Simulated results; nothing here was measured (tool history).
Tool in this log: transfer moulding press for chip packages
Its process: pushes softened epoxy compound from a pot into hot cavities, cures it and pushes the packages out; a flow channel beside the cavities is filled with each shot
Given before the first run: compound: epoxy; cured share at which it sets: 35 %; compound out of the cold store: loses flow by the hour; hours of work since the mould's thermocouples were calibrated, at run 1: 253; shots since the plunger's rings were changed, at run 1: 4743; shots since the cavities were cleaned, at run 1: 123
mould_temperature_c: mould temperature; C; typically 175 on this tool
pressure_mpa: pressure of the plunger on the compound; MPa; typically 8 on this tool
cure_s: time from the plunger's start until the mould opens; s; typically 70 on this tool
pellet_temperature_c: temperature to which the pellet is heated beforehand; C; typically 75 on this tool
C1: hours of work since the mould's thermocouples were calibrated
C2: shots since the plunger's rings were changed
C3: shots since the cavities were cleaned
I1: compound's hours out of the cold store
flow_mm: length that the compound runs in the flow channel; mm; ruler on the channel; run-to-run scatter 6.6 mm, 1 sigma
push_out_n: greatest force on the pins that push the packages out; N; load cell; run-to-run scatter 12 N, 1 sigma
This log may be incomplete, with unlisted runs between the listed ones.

Run 1, day 0: usual settings; C1 253; C2 4743; C3 123; I1 36.8. Result: flow_mm 694 mm, push_out_n 666 N.
Run 2, day 0.25: usual settings; C1 257; C2 4841; C3 221; I1 14.1. Result: flow_mm 744 mm, push_out_n 818 N.
Run 3, day 0.692: usual settings; C1 264; C2 5015; C3 395; I1 21.4. Result: flow_mm 730 mm, push_out_n 854 N.
Run 4, day 1.2: usual settings; C1 273; C2 5217; C3 597; I1 33.5. Result: flow_mm 691 mm, push_out_n 902 N.
Run 5, day 1.533: usual settings; C1 279; C2 5348; C3 728; I1 26.7. Result: flow_mm 715 mm, push_out_n 992 N.
At day 1.742: cavities cleaned with cleaning compound and waxed.
Run 6, day 1.942: usual settings; C1 285; C2 5484; C3 78; I1 34. Result: flow_mm 689 mm, push_out_n 601 N.
Run 7, day 2.371: usual settings; C1 292; C2 5654; C3 248; I1 38.2. Result: flow_mm 665 mm, push_out_n 731 N.
Run 8, day 2.629: usual settings; C1 297; C2 5756; C3 350; I1 17.7. Result: flow_mm 721 mm, push_out_n 861 N.
Run 9, day 3.096: usual settings but mould_temperature_c 176 C, cure_s 76 s, pellet_temperature_c 68 C; C1 305; C2 5940; C3 534; I1 16.5. Result: flow_mm 724 mm, push_out_n 709 N.
Run 10, day 3.317: usual settings but mould_temperature_c 173 C, cure_s 60 s; C1 309; C2 6028; C3 622; I1 39.2. Result: flow_mm 660 mm, push_out_n 1497 N.
Run 11, day 3.688: usual settings but mould_temperature_c 173 C, pressure_mpa 7.89 MPa, cure_s 97 s; C1 315; C2 6173; C3 767; I1 35.5. Result: flow_mm 670 mm, push_out_n 600 N.
At day 3.783: cavities cleaned with cleaning compound and waxed.
Run 12, day 4.004: usual settings but mould_temperature_c 172 C, pressure_mpa 9.96 MPa, cure_s 57 s, pellet_temperature_c 70 C; C1 319; C2 6274; C3 87; I1 19.2. Result: flow_mm 798 mm, push_out_n 1371 N.
Run 13, day 4.296: usual settings but mould_temperature_c 172 C, pressure_mpa 9.96 MPa, cure_s 57 s, pellet_temperature_c 70 C; C1 324; C2 6388; C3 201; I1 8. Result: flow_mm 831 mm, push_out_n 1634 N.
Run 14, day 4.75: usual settings but pressure_mpa 9.3 MPa; C1 332; C2 6568; C3 381; I1 27. Result: flow_mm 735 mm, push_out_n 852 N.
Run 15, day 5.217: usual settings but mould_temperature_c 170 C, pressure_mpa 9.25 MPa; C1 340; C2 6752; C3 565; I1 15.4. Result: flow_mm 764 mm, push_out_n 1309 N.

For each entry between runs, how does the tool's hidden state at the last listed run before it compare with that at the first listed run after it?
Runs 5 to 6: cavities cleaned with cleaning compound and waxed (day 1.742)
  pressure that reaches the compound, % of what is set: 80.41 -> 79.93; grip of the stained cavities, % over clean ones': 79 -> 15
  what was measured, less what the result would be without the hidden state, flow_mm: -81 -> -81 mm; push_out_n: +458 -> +96 N
Runs 11 to 12: cavities cleaned with cleaning compound and waxed (day 3.783)
  true mould temperature over the reading, C: -0.52 -> -0.53; pressure that reaches the compound, % of what is set: 77.46 -> 77.1; grip of the stained cavities, % over clean ones': 79.9 -> 19.6
  what was measured, less what the result would be without the hidden state, flow_mm: -91 -> -110 mm; push_out_n: +270 -> +252 N
